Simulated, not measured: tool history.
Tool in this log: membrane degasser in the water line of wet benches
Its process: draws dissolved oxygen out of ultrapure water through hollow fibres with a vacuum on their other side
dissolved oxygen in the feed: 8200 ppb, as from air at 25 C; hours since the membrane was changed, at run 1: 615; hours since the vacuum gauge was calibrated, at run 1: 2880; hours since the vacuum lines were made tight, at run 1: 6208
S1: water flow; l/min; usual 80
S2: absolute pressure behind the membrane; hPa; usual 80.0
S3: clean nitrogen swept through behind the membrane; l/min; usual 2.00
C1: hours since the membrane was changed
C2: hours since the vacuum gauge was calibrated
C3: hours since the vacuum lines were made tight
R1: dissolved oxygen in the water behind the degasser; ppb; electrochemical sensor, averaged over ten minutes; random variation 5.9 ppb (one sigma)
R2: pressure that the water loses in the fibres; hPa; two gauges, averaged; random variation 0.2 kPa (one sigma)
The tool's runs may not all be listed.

| run | hour | S1 | S2 | S3 | C1 | C2 | C3 | R1 | R2 |
|---|---|---|---|---|---|---|---|---|---|
| 1 | 0.0 | 80 | 80.0 | 2.00 | 615 | 2880 | 6208 | 608.0 | 440.9 |
| 2 | 48.2 | 55 | 80.0 | 2.00 | 663 | 2928 | 6256 | 427.4 | 301.0 |
| 3 | 86.8 | 55 | 80.0 | 2.00 | 702 | 2967 | 6295 | 434.4 | 298.9 |
| 4 | 129.1 | 55 | 80.0 | 2.00 | 744 | 3009 | 6337 | 427.1 | 301.4 |
| 5 | 168.7 | 80 | 80.0 | 2.00 | 784 | 3049 | 6377 | 603.0 | 437.3 |
| 6 | 208.7 | 80 | 80.0 | 2.00 | 824 | 3089 | 6417 | 614.2 | 443.2 |
| 7 | 284.8 | 72 | 80.0 | 2.00 | 900 | 3165 | 6493 | 562.3 | 395.0 |
| 8 | 355.0 | 101 | 80.0 | 2.00 | 970 | 3235 | 6563 | 743.4 | 558.2 |
| 9 | 433.8 | 101 | 80.0 | 2.00 | 1049 | 3314 | 6642 | 737.0 | 553.7 |
| 10 | 498.2 | 101 | 111.0 | 2.00 | 1113 | 3378 | 6706 | 1004.6 | 555.3 |
| 11 | 538.6 | 101 | 111.0 | 2.00 | 1154 | 3418 | 6747 | 987.4 | 555.4 |
| 12 | 592.2 | 101 | 111.0 | 2.00 | 1207 | 3472 | 6800 | 982.9 | 553.2 |
| 13 | 642.5 | 80 | 80.0 | 2.00 | 1258 | 3522 | 6851 | 605.8 | 436.7 |
| 14 | 701.2 | 80 | 80.0 | 2.00 | 1316 | 3581 | 6909 | 600.7 | 438.0 |
| 15 | 734.5 | 122 | 80.0 | 2.00 | 1350 | 3614 | 6943 | 847.9 | 670.0 |
| 16 | 793.2 | 122 | 80.0 | 2.00 | 1408 | 3673 | 7002 | 868.6 | 670.4 |
| 17 | 857.1 | 92 | 122.6 | 1.97 | 1472 | 3737 | 7065 | 1001.7 | 508.0 |
| 18 | 896.0 | 54 | 75.1 | 2.26 | 1511 | 3776 | 7104 | 377.8 | 295.6 |
| 19 | 937.6 | 80 | 103.6 | 1.43 | 1553 | 3818 | 7146 | 927.0 | 443.0 |
| 20 | 970.9 | 80 | 103.6 | 1.43 | 1586 | 3851 | 7179 | 923.1 | 445.8 |
| 21 | 1050.4 | 80 | 103.6 | 1.43 | 1666 | 3930 | 7259 | 919.6 | 439.8 |

Run 22 comes next. What will it give?
| 22 | 1090.1 | 80 | 93.0 | 4.48 | 1705 | 3970 | 7298 | ? | ? |

{"run 22": {"R1": 493.1, "R2": 445.0}}
The same run, on a tool lacking any hidden state, would have yielded R1 474.0 ppb, R2 439.1 hPa.
